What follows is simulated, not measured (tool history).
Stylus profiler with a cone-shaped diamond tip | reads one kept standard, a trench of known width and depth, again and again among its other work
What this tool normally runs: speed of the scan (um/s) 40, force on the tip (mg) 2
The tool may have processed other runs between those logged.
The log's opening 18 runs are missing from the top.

| run | hour | speed of the scan (um/s) | force on the tip (mg) | scans with this tip | hours of work since the height scale was calibrated | depth of the trench (nm) | width of the trench's floor (nm) |
|---|---|---|---|---|---|---|---|
| 19 | 702.7 | 94 | 0.67 | 24626 | 62 | 507.2 | 25020 |
| 20 | 762.4 | 94 | 0.67 | 25175 | 103 | 507.2 | 25020 |
| 21 | 792.6 | 18 | 3.09 | 25453 | 124 | 510.26 | 25610 |
|  | 813.5 | height scale calibrated on a step standard, once more |
| 22 | 821.2 | 42 | 2 | 25711 | 5 | 503.63 | 25500 |
| 23 | 873.6 | 85 | 0.87 | 26192 | 41 | 501.92 | 25100 |
| 24 | 927.2 | 85 | 0.87 | 26685 | 77 | 502.17 | 25050 |
| 25 | 986.6 | 85 | 0.87 | 27231 | 118 | 502.2 | 25050 |
| 26 | 1024.9 | 71 | 1.88 | 27583 | 144 | 503.71 | 25250 |
| 27 | 1060.4 | 11 | 3.3 | 27909 | 168 | 505.43 | 25460 |
| 28 | 1107.3 | 11 | 3.3 | 28340 | 200 | 505.32 | 25490 |
| 29 | 1157.7 | 14 | 0.73 | 28803 | 234 | 502.45 | 25450 |
| 30 | 1193.4 | 14 | 0.73 | 29131 | 258 | 502.21 | 25360 |
| 31 | 1218.3 | 133 | 2.92 | 29360 | 275 | 505.04 | 25020 |
| 32 | 1244.7 | 133 | 2.92 | 29603 | 293 | 505.4 | 25040 |

Branching from run 32: 5 alternative next runs. What would each branch give?
| A | 1279 | 22 | 0.92 | 29918 | 317 | ? | ? |
| B | 1279 | 88 | 1.97 | 29918 | 317 | ? | ? |
| C | 1279 | 22 | 2.92 | 29918 | 317 | ? | ? |
| D | 1279 | 92 | 5.48 | 29918 | 317 | ? | ? |
| E | 1279 | 73 | 2.92 | 29918 | 317 | ? | ? |

| run | depth of the trench (nm) | width of the trench's floor (nm) |
|---|---|---|
| A | 502.78 | 25310 |
| B | 504.19 | 25050 |
| C | 505.36 | 25400 |
| D | 508 | 25220 |
| E | 505.04 | 25250 |
Take away the tool's hidden state, keep each run's random variation, and the runs would have read:
| run | depth of the trench (nm) | width of the trench's floor (nm) |
|---|---|---|
| A | 502.25 | 27200 |
| B | 503.65 | 26950 |
| C | 504.82 | 27300 |
| D | 507.45 | 27120 |
| E | 504.49 | 27150 |

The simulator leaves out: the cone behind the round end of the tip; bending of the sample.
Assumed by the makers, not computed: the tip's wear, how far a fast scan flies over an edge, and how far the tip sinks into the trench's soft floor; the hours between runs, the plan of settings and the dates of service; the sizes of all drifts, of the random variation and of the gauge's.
